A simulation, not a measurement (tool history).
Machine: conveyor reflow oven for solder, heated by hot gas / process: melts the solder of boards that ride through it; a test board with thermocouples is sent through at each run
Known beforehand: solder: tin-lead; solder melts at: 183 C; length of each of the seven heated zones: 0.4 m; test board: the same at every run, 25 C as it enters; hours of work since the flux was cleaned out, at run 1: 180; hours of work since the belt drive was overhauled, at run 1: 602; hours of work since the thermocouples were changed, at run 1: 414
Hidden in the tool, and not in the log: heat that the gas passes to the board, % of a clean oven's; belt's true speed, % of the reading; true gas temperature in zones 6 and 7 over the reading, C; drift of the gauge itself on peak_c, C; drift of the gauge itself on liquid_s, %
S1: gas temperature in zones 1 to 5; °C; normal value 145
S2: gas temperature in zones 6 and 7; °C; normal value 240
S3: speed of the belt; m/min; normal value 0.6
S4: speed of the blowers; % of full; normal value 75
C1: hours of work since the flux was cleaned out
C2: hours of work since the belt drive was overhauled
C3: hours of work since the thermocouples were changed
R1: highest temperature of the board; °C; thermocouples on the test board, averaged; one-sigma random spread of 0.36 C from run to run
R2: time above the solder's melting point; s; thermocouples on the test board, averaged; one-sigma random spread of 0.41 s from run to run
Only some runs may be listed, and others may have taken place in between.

| run | hour | S1 | S2 | S3 | S4 | C1 | C2 | C3 | R1 | R2 |
|---|---|---|---|---|---|---|---|---|---|---|
| 1 | 0 | 145 | 240 | 0.6 | 75 | 180 | 602 | 414 | 222.8 | 66.5 |
| 2 | 67.4 | 145 | 240 | 0.6 | 75 | 213 | 635 | 447 | 222.9 | 66.1 |
| 3 | 127.9 | 145 | 240 | 0.6 | 75 | 243 | 665 | 476 | 221.9 | 67 |
| 4 | 179.5 | 145 | 240 | 0.6 | 75 | 268 | 690 | 501 | 222.6 | 66 |
| 5 | 275.1 | 145 | 240 | 0.6 | 75 | 315 | 736 | 548 | 222.7 | 66.1 |
| 6 | 320 | 145 | 240 | 0.6 | 75 | 337 | 758 | 570 | 222.6 | 66.6 |
| 7 | 367.4 | 142 | 240 | 0.6 | 75 | 360 | 781 | 593 | 222.5 | 64.7 |
| 8 | 423.4 | 142 | 240 | 0.6 | 75 | 387 | 809 | 620 | 222.2 | 64.9 |
|  | 486 | flux residue cleaned out of gas plates and filters |
| 9 | 522.6 | 145 | 250 | 0.6 | 75 | 18 | 855 | 666 | 231.3 | 71.2 |
| 10 | 619.7 | 145 | 250 | 0.6 | 75 | 65 | 902 | 714 | 231.1 | 71.4 |
| 11 | 693.4 | 145 | 250 | 0.6 | 75 | 101 | 938 | 749 | 231.5 | 72 |
| 12 | 751.7 | 145 | 250 | 0.6 | 77 | 130 | 966 | 778 | 231.5 | 72.4 |
| 13 | 807.9 | 145 | 244 | 0.6 | 75 | 157 | 994 | 805 | 226 | 68.5 |
| 14 | 897 | 145 | 244 | 0.605 | 75 | 200 | 1037 | 849 | 226.2 | 68.5 |
| 15 | 962.8 | 132 | 240 | 0.69 | 75 | 233 | 1069 | 881 | 215.4 | 46.8 |
| 16 | 1003.8 | 132 | 240 | 0.69 | 75 | 253 | 1089 | 901 | 216 | 47.7 |
| 17 | 1060.4 | 132 | 240 | 0.69 | 75 | 280 | 1117 | 928 | 214.4 | 47.7 |
| 18 | 1121.4 | 141 | 240 | 0.6 | 75 | 310 | 1147 | 958 | 222 | 64.5 |
| 19 | 1161.4 | 134 | 240 | 0.687 | 55 | 329 | 1166 | 978 | 210.5 | 43.2 |

Hidden condition of the tool, last listed run before each entry between runs versus first listed run after:
After run 8, before run 9: flux residue cleaned out of gas plates and filters (hour 486)
  heat that the gas passes to the board, % of a clean oven's: 99.7 -> 100; true gas temperature in zones 6 and 7 over the reading, C: 0.13 -> 0.14
